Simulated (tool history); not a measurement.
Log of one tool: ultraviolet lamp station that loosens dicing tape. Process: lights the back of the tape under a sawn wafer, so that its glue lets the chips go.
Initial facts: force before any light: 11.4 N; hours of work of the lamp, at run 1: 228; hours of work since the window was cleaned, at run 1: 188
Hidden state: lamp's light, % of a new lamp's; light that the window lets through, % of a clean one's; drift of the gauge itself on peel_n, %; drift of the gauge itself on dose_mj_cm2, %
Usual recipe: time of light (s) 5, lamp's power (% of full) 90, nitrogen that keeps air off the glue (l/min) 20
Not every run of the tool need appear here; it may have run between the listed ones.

run	hour	time of light (s)	lamp's power (% of full)	nitrogen that keeps air off the glue (l/min)	hours of work of the lamp	hours of work since the window was cleaned	force that peels the tape off (N)	light that reached the tape (mJ/cm2)
1	0.0	5	90	20	228	188	0.495	357
2	10.9	5	90	20	236	196	0.486	355
3	19.5	5	90	20	243	202	0.492	355
4	26.6	5	90	20	248	208	0.491	354
5	38.1	5	90	13	257	216	0.735	352
6	47.4	5	90	13	264	223	0.776	349
7	60.1	2	90	18	273	233	3.188	139
8	71.5	2	90	18	282	242	3.240	142
9	76.6	2	90	19	286	245	3.146	138
10	87.3	5	74	20	294	254	0.858	284

Table of differences, measured result less the result of that run with no hidden state. Run-to-run variation is the same in both. Gauge scatter possibly is not:
run	force that peels the tape off (N)	light that reached the tape (mJ/cm2)
1	+0.114	-40
2	+0.117	-41
3	+0.122	-42
4	+0.123	-44
5	+0.190	-45
6	+0.203	-46
7	+0.507	-19
8	+0.529	-19
9	+0.529	-20
10	+0.246	-43
